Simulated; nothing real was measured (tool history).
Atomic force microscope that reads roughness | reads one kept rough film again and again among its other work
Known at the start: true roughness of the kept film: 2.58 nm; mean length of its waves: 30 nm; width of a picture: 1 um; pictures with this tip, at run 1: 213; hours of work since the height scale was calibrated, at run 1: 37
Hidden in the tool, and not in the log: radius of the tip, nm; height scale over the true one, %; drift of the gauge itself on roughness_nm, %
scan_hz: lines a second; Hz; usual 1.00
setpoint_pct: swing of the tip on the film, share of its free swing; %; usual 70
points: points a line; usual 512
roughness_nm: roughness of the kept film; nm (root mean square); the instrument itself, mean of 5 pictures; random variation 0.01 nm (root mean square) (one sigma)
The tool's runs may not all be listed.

run    day  scan_hz  setpoint_pct  points  pictures with this tip  hours of work since the height scale was calibrated  roughness_nm
  1  0.000     1.00            70     512                     213                                                   37         2.079
  2  0.367     1.00            70     512                     221                                                   40         2.067
  3  0.738     1.00            70     512                     229                                                   44         2.078
  4  1.038     3.67            70     512                     235                                                   47         1.880
     1.275  -- new tip fitted
  5  1.292     3.67            70     512                       0                                                   50         2.114
     1.354  -- height scale calibrated on a step standard
  6  1.538     1.00            70     752                       4                                                    2         2.343
  7  1.912     3.70            67     658                      12                                                    6         2.156
  8  2.275     3.70            56     658                      20                                                   10         2.268
  9  2.621     3.70            56     658                      28                                                   13         2.283
     2.804  -- height scale calibrated on a step standard, once more
 10  2.950     1.09            64     283                      34                                                    1         2.290
 11  3.217     1.29            86     332                      39                                                    4         2.124
 12  3.379     1.00            61     877                      43                                                    6         2.309

Forecast each of these 3 alternatives for the next run:
  A  3.554     1.27            56     315                      47                                                    8             ?
  B  3.554     1.00            72     851                      47                                                    8             ?
  C  3.554     2.08            61     877                      47                                                    8             ?

run  roughness_nm
  A         2.293
  B         2.273
  C         2.259
Without the tool's hidden state the same runs would have given:
run  roughness_nm
  A         2.366
  B         2.345
  C         2.331
